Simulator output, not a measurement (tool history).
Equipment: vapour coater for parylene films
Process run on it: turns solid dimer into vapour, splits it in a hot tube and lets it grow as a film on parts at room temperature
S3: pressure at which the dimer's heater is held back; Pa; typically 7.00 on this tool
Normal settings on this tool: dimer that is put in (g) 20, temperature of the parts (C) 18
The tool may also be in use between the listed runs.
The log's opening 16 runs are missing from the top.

run 17 hour=188.7 | dimer_that_is_put_in_(g)=20 temperature_of_the_parts_(C)=19 S3=9.32 | thickness_of_the_film_(µm)=2.32
run 18 hour=197.7 | dimer_that_is_put_in_(g)=20 temperature_of_the_parts_(C)=19 S3=9.32 | thickness_of_the_film_(µm)=2.35
run 19 hour=208.4 | dimer_that_is_put_in_(g)=14 temperature_of_the_parts_(C)=27 S3=7.00 | thickness_of_the_film_(µm)=1.18
run 20 hour=217.5 | dimer_that_is_put_in_(g)=34 temperature_of_the_parts_(C)=27 S3=3.28 | thickness_of_the_film_(µm)=2.99
run 21 hour=229.4 | dimer_that_is_put_in_(g)=33 temperature_of_the_parts_(C)=18 S3=7.70 | thickness_of_the_film_(µm)=4.14
-- hour=245.1 trap's valve overhauled
run 22 hour=245.6 | dimer_that_is_put_in_(g)=33 temperature_of_the_parts_(C)=18 S3=7.70 | thickness_of_the_film_(µm)=4.52
run 23 hour=259.4 | dimer_that_is_put_in_(g)=25 temperature_of_the_parts_(C)=13 S3=7.70 | thickness_of_the_film_(µm)=4.26
run 24 hour=269.0 | dimer_that_is_put_in_(g)=25 temperature_of_the_parts_(C)=13 S3=7.70 | thickness_of_the_film_(µm)=4.26
run 25 hour=279.5 | dimer_that_is_put_in_(g)=25 temperature_of_the_parts_(C)=13 S3=7.70 | thickness_of_the_film_(µm)=4.31
run 26 hour=294.4 | dimer_that_is_put_in_(g)=25 temperature_of_the_parts_(C)=13 S3=7.70 | thickness_of_the_film_(µm)=4.28
run 27 hour=308.5 | dimer_that_is_put_in_(g)=17 temperature_of_the_parts_(C)=24 S3=4.72 | thickness_of_the_film_(µm)=1.85
run 28 hour=325.5 | dimer_that_is_put_in_(g)=11 temperature_of_the_parts_(C)=18 S3=7.00 | thickness_of_the_film_(µm)=1.48
run 29 hour=337.6 | dimer_that_is_put_in_(g)=15 temperature_of_the_parts_(C)=18 S3=7.00 | thickness_of_the_film_(µm)=2.04
run 30 hour=352.4 | dimer_that_is_put_in_(g)=9 temperature_of_the_parts_(C)=17 S3=7.00 | thickness_of_the_film_(µm)=1.30
run 31 hour=366.4 | dimer_that_is_put_in_(g)=9 temperature_of_the_parts_(C)=17 S3=7.00 | thickness_of_the_film_(µm)=1.27
run 32 hour=374.0 | dimer_that_is_put_in_(g)=26 temperature_of_the_parts_(C)=10 S3=7.00 | thickness_of_the_film_(µm)=5.02
run 33 hour=387.2 | dimer_that_is_put_in_(g)=16 temperature_of_the_parts_(C)=19 S3=4.43 | thickness_of_the_film_(µm)=2.17
run 34 hour=400.0 | dimer_that_is_put_in_(g)=20 temperature_of_the_parts_(C)=12 S3=6.47 | thickness_of_the_film_(µm)=3.54

What if the next run were any one of these 3? Each begins from the tool's condition after run 34:
run A hour=408.1 | dimer_that_is_put_in_(g)=9 temperature_of_the_parts_(C)=21 S3=3.97 | thickness_of_the_film_(µm)=?
run B hour=408.1 | dimer_that_is_put_in_(g)=31 temperature_of_the_parts_(C)=16 S3=7.00 | thickness_of_the_film_(µm)=?
run C hour=408.1 | dimer_that_is_put_in_(g)=20 temperature_of_the_parts_(C)=12 S3=7.00 | thickness_of_the_film_(µm)=?

run=A thickness_of_the_film_(µm)=1.10
run=B thickness_of_the_film_(µm)=4.59
run=C thickness_of_the_film_(µm)=3.53
Without the tool's hidden state the same runs would have given:
run=A thickness_of_the_film_(µm)=1.15
run=B thickness_of_the_film_(µm)=4.79
run=C thickness_of_the_film_(µm)=3.68

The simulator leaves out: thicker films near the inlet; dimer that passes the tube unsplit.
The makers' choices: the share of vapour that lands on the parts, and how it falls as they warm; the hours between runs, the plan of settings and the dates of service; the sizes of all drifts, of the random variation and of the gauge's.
